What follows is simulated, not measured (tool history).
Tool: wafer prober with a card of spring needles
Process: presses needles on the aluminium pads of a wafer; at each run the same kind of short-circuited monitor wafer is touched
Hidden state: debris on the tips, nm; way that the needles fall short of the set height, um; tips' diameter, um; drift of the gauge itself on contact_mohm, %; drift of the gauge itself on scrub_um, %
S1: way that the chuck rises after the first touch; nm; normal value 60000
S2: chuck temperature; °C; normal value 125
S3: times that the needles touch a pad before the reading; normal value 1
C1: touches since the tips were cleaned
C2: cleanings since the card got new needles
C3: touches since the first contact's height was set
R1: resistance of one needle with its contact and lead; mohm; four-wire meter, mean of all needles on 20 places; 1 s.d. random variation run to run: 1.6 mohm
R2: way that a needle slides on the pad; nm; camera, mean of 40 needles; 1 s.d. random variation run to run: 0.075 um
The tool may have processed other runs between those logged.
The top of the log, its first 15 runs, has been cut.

-- hour=259.1 tips cleaned on abrasive film
run 16 hour=259.1 | S1=60000 S2=125 S3=1 | C1=0 C2=36 C3=29778 | R1=155 R2=14460
-- hour=272.1 tips cleaned on abrasive film
run 17 hour=282.5 | S1=57000 S2=125 S3=1 | C1=5159 C2=37 C3=41292 | R1=160 R2=13790
-- hour=285.4 tips cleaned on abrasive film
-- hour=298.2 tips cleaned on abrasive film
run 18 hour=304.9 | S1=44000 S2=125 S3=1 | C1=3299 C2=39 C3=52258 | R1=173 R2=10640
-- hour=311.5 tips cleaned on abrasive film
run 19 hour=320.2 | S1=44000 S2=125 S3=1 | C1=4314 C2=40 C3=59806 | R1=173 R2=10580
-- hour=323.7 tips cleaned on abrasive film
run 20 hour=335 | S1=60000 S2=50 S3=3 | C1=5601 C2=41 C3=67092 | R1=141 R2=14570
-- hour=336.3 tips cleaned on abrasive film
-- hour=348.9 tips cleaned on abrasive film
run 21 hour=349.5 | S1=60000 S2=93 S3=1 | C1=299 C2=43 C3=74130 | R1=150 R2=14460
run 22 hour=359.5 | S1=45000 S2=93 S3=1 | C1=5267 C2=43 C3=79098 | R1=166 R2=10800
-- hour=360.9 tips cleaned on abrasive film
-- hour=373.3 tips cleaned on abrasive film
run 23 hour=382.2 | S1=55000 S2=74 S3=1 | C1=4418 C2=45 C3=90256 | R1=152 R2=13280
-- hour=385.3 tips cleaned on abrasive film
-- hour=397.9 tips cleaned on abrasive film
-- hour=398.2 height of the first contact set anew
run 24 hour=398.2 | S1=57000 S2=86 S3=1 | C1=0 C2=47 C3=0 | R1=149 R2=13790
run 25 hour=408.6 | S1=75000 S2=59 S3=2 | C1=5140 C2=47 C3=5140 | R1=135 R2=18060
-- hour=410.5 tips cleaned on abrasive film
-- hour=423 tips cleaned on abrasive film
run 26 hour=428.5 | S1=41000 S2=59 S3=2 | C1=2743 C2=49 C3=14905 | R1=160 R2=9930
-- hour=435.4 tips cleaned on abrasive film
-- hour=448 tips cleaned on abrasive film
run 27 hour=449.9 | S1=62000 S2=29 S3=3 | C1=918 C2=51 C3=25387 | R1=136 R2=14840

For run 28, what comes out?
-- hour=460.4 tips cleaned on abrasive film
run 28 hour=462.8 | S1=71000 S2=118 S3=3 | C1=1164 C2=52 C3=31711 | R1=? R2=?

{"run 28": {"R1": 148, "R2": 17090}}
Take away the tool's hidden state, keep the run-to-run variation as it was, and the same run would have given R1 148 mohm, R2 17090 nm.
